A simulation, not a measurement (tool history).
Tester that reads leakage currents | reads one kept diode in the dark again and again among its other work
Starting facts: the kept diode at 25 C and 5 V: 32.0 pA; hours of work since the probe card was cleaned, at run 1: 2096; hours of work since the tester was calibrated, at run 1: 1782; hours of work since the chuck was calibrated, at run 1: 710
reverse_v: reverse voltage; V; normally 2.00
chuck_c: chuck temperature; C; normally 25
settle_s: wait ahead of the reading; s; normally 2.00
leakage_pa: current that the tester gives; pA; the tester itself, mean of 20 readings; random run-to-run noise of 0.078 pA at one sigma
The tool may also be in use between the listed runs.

run,hour,reverse_v,chuck_c,settle_s,hours of work since the probe card was cleaned,hours of work since the tester was calibrated,hours of work since the chuck was calibrated,leakage_pa
1,0.0,2.00,25,2.00,2096,1782,710,26.37
2,50.8,2.00,25,2.00,2135,1821,749,26.33
3,119.9,2.00,25,2.29,2189,1875,802,26.85
4,182.0,2.00,25,2.29,2237,1922,850,26.92
5,266.9,2.00,25,2.29,2302,1988,916,27.55
6,361.8,2.00,25,1.41,2375,2061,989,27.69
7,403.0,2.00,25,1.41,2407,2093,1021,27.82
# hour 438.4: probe card cleaned and baked
8,500.2,1.08,25,1.41,48,2166,1094,16.52
9,562.8,1.08,25,1.41,96,2214,1142,16.78
10,657.7,1.08,25,1.41,169,2287,1215,16.89
11,750.3,1.08,25,1.41,241,2359,1287,17.01
12,828.4,1.08,25,1.41,301,2419,1347,17.41
13,875.4,1.08,25,1.41,337,2455,1383,17.49
14,936.5,16.35,25,1.41,384,2503,1430,78.71
15,1012.9,18.00,25,2.00,443,2562,1489,83.70
16,1095.9,18.00,25,2.00,508,2626,1553,85.55
# hour 1122.1: chuck's temperature calibrated
17,1142.2,2.00,35,2.00,542,2660,16,55.52
18,1204.8,2.00,35,2.00,590,2708,64,55.45
19,1266.0,2.00,35,2.00,637,2755,111,56.46
20,1314.1,2.00,35,2.00,674,2792,148,56.87
21,1409.1,17.84,24,2.00,748,2866,221,89.26
# hour 1450.8: chuck's temperature calibrated, once more
22,1463.5,17.84,24,2.00,788,2906,10,74.29
23,1525.8,4.78,25,0.54,836,2954,58,37.43
24,1584.1,4.78,25,0.54,881,2999,103,37.75
25,1668.1,4.78,25,0.54,946,3064,168,38.43
26,1743.4,4.78,25,0.54,1004,3122,226,38.81
27,1792.7,2.16,28,0.54,1042,3160,264,30.45
28,1873.5,2.15,38,2.00,1105,3223,326,62.18
29,1931.0,18.40,31,8.60,1149,3267,371,130.13
30,2009.0,18.40,52,0.49,1209,3327,431,518.21
31,2091.4,18.40,52,0.49,1273,3391,495,520.92
32,2161.7,18.40,52,0.49,1327,3445,549,523.48
33,2200.4,18.40,52,0.49,1357,3475,579,528.32
34,2246.8,2.00,41,1.39,1393,3511,614,76.43
35,2308.8,2.69,31,7.41,1441,3559,662,44.99
36,2395.3,7.77,53,2.00,1507,3625,729,355.92
37,2485.6,7.77,53,2.00,1577,3695,799,359.27
38,2553.2,1.43,23,2.00,1629,3747,851,18.37
39,2628.7,1.43,23,2.00,1687,3806,909,18.72

Measured less the same run without the tool's hidden state. The same run-to-run variation is in both; the gauge's scatter may not be:
Hidden state at play: stray current of the dirty probe card, pA a volt; current scale over the true one, %; true chuck temperature over the reading, C; drift of the gauge itself on leakage_pa, %.
run,leakage_pa
1,+6.35
2,+6.48
3,+6.78
4,+6.97
5,+7.35
6,+7.67
7,+7.79
8,+2.08
9,+2.23
10,+2.44
11,+2.65
12,+2.85
13,+2.97
14,+17.47
15,+20.14
16,+21.81
17,+12.31
18,+12.59
19,+13.09
20,+13.41
21,+31.00
22,+15.56
23,+5.05
24,+5.43
25,+6.03
26,+6.53
27,+3.78
28,+5.89
29,+28.18
30,+53.95
31,+57.90
32,+61.14
33,+63.42
34,+9.02
35,+7.73
36,+42.47
37,+45.45
38,+4.20
39,+4.42
